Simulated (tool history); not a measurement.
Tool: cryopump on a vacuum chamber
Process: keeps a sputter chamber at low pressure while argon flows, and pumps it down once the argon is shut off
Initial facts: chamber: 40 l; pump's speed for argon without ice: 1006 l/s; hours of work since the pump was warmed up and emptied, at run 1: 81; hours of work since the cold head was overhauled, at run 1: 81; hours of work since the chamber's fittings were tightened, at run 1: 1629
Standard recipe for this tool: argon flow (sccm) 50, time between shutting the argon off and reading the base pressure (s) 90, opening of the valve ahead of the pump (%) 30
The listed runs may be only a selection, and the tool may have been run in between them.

run     day  argon flow (sccm)  time between shutting the argon off and reading the base pressure (s)  opening of the valve ahead of the pump (%)  hours of work since the pump was warmed up and emptied  hours of work since the cold head was overhauled  hours of work since the chamber's fittings were tightened  pressure while argon flows (Pa)  pressure after the wait (uPa)
  1   0.000                 50                                                                     90                                          30                                                      81                                                81                                                       1629                           0.2843                           2.56
  2   2.596                 50                                                                     90                                          30                                                     110                                               110                                                       1658                           0.2845                           2.63
  3   5.233                 50                                                                     90                                          30                                                     140                                               140                                                       1687                           0.2870                           2.60
  4   8.121                 50                                                                     90                                          30                                                     172                                               172                                                       1720                           0.2880                           2.67
  5  12.796                 50                                                                     90                                          30                                                     225                                               225                                                       1772                           0.2912                           2.88
  6  15.950                 50                                                                    142                                          30                                                     260                                               260                                                       1808                           0.2961                           2.59
  7  19.104                 50                                                                     90                                          30                                                     296                                               296                                                       1843                           0.2946                           2.95
  8  21.404                 50                                                                     90                                          30                                                     322                                               322                                                       1869                           0.2949                           2.96
  9  25.821                 50                                                                    134                                          30                                                     371                                               371                                                       1919                           0.2977                           2.84
 10  30.008                 50                                                                    221                                          30                                                     418                                               418                                                       1966                           0.2990                           2.83
 11  33.696                 50                                                                    221                                          30                                                     460                                               460                                                       2008                           0.3025                           2.89
 12  35.788                 50                                                                     90                                          18                                                     483                                               483                                                       2031                           0.4916                           3.34
 13  39.050                 50                                                                     90                                          18                                                     520                                               520                                                       2068                           0.4963                           3.47
 14  42.129                 50                                                                     90                                          18                                                     555                                               555                                                       2102                           0.4958                           3.48
 15  46.121                 50                                                                     90                                          18                                                     600                                               600                                                       2147                           0.5011                           3.64
 16  48.462                 57                                                                     39                                          16                                                     626                                               626                                                       2174                           0.6371                           4.70
 17  50.550                 21                                                                     27                                          15                                                     649                                               649                                                       2197                           0.2498                           5.42
 18  53.142                 50                                                                    190                                          30                                                     679                                               679                                                       2226                           0.3176                           3.55
 19  57.433                 64                                                                     90                                          22                                                     727                                               727                                                       2275                           0.5390                           4.15
 20  60.721                 64                                                                     90                                          22                                                     764                                               764                                                       2312                           0.5485                           4.16
     63.238  -- pump warmed up, emptied and cooled again
 21  64.875                 50                                                                     90                                          17                                                      18                                               808                                                       2356                           0.4924                           3.15
 22  68.517                 73                                                                    261                                          29                                                      59                                               849                                                       2397                           0.4280                           2.79
 23  71.729                 22                                                                     90                                          30                                                      96                                               885                                                       2433                           0.1247                           3.35
 24  74.029                 22                                                                     90                                          30                                                     121                                               911                                                       2459                           0.1251                           3.35
 25  76.633                 51                                                                     46                                          21                                                     151                                               940                                                       2488                           0.4144                           4.04
 26  79.750                 62                                                                    121                                          20                                                     186                                               975                                                       2523                           0.5275                           3.19
 27  82.371                 63                                                                     90                                          17                                                     215                                              1005                                                       2553                           0.6317                           3.47

Each row is a separate what-if for the run after 27, all from the same tool condition, not one after another. Results?
  A  85.325                 50                                                                    218                                          29                                                     248                                              1038                                                       2586                                ?                              ?
  B  85.325                 21                                                                     87                                          22                                                     248                                              1038                                                       2586                                ?                              ?
  C  85.325                 43                                                                    232                                          37                                                     248                                              1038                                                       2586                                ?                              ?
  D  85.325                 63                                                                     90                                          42                                                     248                                              1038                                                       2586                                ?                              ?

run  pressure while argon flows (Pa)  pressure after the wait (uPa)
  A                           0.3003                           3.09
  B                           0.1651                           3.59
  C                           0.2049                           3.14
  D                           0.2670                           3.57
The same runs, with their run-to-run variation unchanged, on a tool lacking any hidden condition would have given:
run  pressure while argon flows (Pa)  pressure after the wait (uPa)
  A                           0.2900                           0.60
  B                           0.1608                           1.07
  C                           0.1960                           0.60
  D                           0.2540                           1.08
